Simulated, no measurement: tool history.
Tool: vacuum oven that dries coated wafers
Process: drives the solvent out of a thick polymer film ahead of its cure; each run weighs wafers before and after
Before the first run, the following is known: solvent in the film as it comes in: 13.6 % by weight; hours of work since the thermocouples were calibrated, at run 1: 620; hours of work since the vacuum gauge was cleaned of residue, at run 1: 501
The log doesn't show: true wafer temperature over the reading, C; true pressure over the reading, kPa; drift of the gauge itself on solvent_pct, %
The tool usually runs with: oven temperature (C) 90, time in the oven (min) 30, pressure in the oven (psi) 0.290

| run | hour | oven temperature (C) | time in the oven (min) | pressure in the oven (psi) | hours of work since the thermocouples were calibrated | hours of work since the vacuum gauge was cleaned of residue | solvent left in the film (%) |
|---|---|---|---|---|---|---|---|
| 1 | 0.0 | 90 | 30 | 0.290 | 620 | 501 | 2.12 |
| 2 | 21.6 | 90 | 30 | 0.290 | 633 | 515 | 2.08 |
| 3 | 32.9 | 90 | 30 | 0.290 | 640 | 521 | 2.14 |
| 4 | 42.6 | 90 | 30 | 0.290 | 646 | 527 | 2.20 |
| 5 | 62.1 | 90 | 30 | 0.290 | 658 | 540 | 2.20 |
| 6 | 80.2 | 90 | 30 | 0.157 | 670 | 551 | 1.41 |
| 7 | 90.8 | 90 | 30 | 0.157 | 676 | 557 | 1.45 |
| 8 | 112.9 | 90 | 30 | 0.157 | 690 | 571 | 1.60 |
| 9 | 125.5 | 90 | 30 | 0.157 | 698 | 579 | 1.45 |
| 10 | 144.1 | 90 | 30 | 0.157 | 709 | 590 | 1.55 |
| 11 | 159.1 | 90 | 27 | 0.290 | 718 | 600 | 2.27 |
| 12 | 182.2 | 90 | 27 | 0.290 | 733 | 614 | 2.44 |
| 13 | 195.9 | 102 | 27 | 0.290 | 741 | 623 | 1.05 |
| 14 | 211.4 | 102 | 27 | 0.290 | 751 | 632 | 1.07 |
| 15 | 231.3 | 102 | 27 | 0.290 | 763 | 644 | 1.07 |
| 16 | 241.9 | 102 | 27 | 0.290 | 770 | 651 | 1.02 |
| 17 | 257.4 | 102 | 27 | 0.290 | 779 | 661 | 0.99 |
| 18 | 267.3 | 102 | 27 | 0.290 | 785 | 667 | 1.12 |
| 19 | 284.6 | 90 | 28 | 0.290 | 796 | 677 | 2.23 |
| 20 | 301.5 | 90 | 28 | 0.290 | 807 | 688 | 2.36 |
| 21 | 320.8 | 90 | 28 | 0.290 | 819 | 700 | 2.17 |
| 22 | 338.5 | 90 | 28 | 0.229 | 830 | 711 | 2.04 |
| 23 | 359.7 | 90 | 28 | 0.229 | 843 | 724 | 1.93 |
| 24 | 378.2 | 90 | 30 | 0.290 | 854 | 735 | 2.19 |
| 25 | 394.8 | 100 | 24 | 0.290 | 864 | 746 | 1.20 |
| 26 | 412.7 | 100 | 24 | 0.290 | 876 | 757 | 1.22 |
| 27 | 432.6 | 88 | 18 | 0.290 | 888 | 769 | 3.91 |
| 28 | 442.1 | 93 | 26 | 0.290 | 894 | 775 | 1.80 |
| 29 | 452.7 | 86 | 18 | 0.164 | 900 | 782 | 3.91 |
| 30 | 470.7 | 86 | 20 | 0.151 | 911 | 793 | 3.35 |
| 31 | 485.3 | 100 | 30 | 0.511 | 921 | 802 | 1.92 |
| 32 | 503.9 | 105 | 29 | 0.511 | 932 | 813 | 1.54 |
| 33 | 514.7 | 75 | 29 | 0.587 | 939 | 820 | 7.85 |
| 34 | 527.5 | 90 | 28 | 0.290 | 947 | 828 | 2.26 |
| 35 | 538.5 | 90 | 51 | 0.290 | 954 | 835 | 1.73 |
| 36 | 559.9 | 92 | 22 | 0.290 | 967 | 848 | 2.31 |
| 37 | 579.0 | 90 | 32 | 0.290 | 979 | 860 | 2.03 |
| 38 | 596.2 | 90 | 32 | 0.290 | 989 | 871 | 2.18 |
| 39 | 608.8 | 90 | 20 | 0.236 | 997 | 878 | 2.77 |
| 40 | 622.8 | 75 | 39 | 0.479 | 1006 | 887 | 6.35 |
| 41 | 641.7 | 100 | 29 | 0.245 | 1017 | 899 | 0.98 |
| 42 | 655.0 | 100 | 46 | 0.157 | 1026 | 907 | 0.62 |
| 43 | 668.8 | 90 | 30 | 0.289 | 1034 | 916 | 2.22 |
| 44 | 683.3 | 104 | 19 | 0.218 | 1043 | 925 | 0.92 |
| 45 | 704.9 | 104 | 19 | 0.218 | 1057 | 938 | 0.94 |
| 46 | 719.4 | 104 | 19 | 0.218 | 1066 | 947 | 0.90 |
| 47 | 737.8 | 100 | 45 | 0.161 | 1077 | 958 | 0.76 |

Each row is a separate what-if for the run after 47, all from the same tool condition, not one after another. Results?
| A | 747.3 | 83 | 37 | 0.310 | 1083 | 964 | ? |
| B | 747.3 | 93 | 30 | 0.290 | 1083 | 964 | ? |
| C | 747.3 | 100 | 24 | 0.161 | 1083 | 964 | ? |

| run | solvent left in the film (%) |
|---|---|
| A | 3.24 |
| B | 1.82 |
| C | 0.85 |
With the hidden condition removed and each run's random variation left untouched, the same runs would have given:
| run | solvent left in the film (%) |
|---|---|
| A | 3.30 |
| B | 1.75 |
| C | 0.73 |
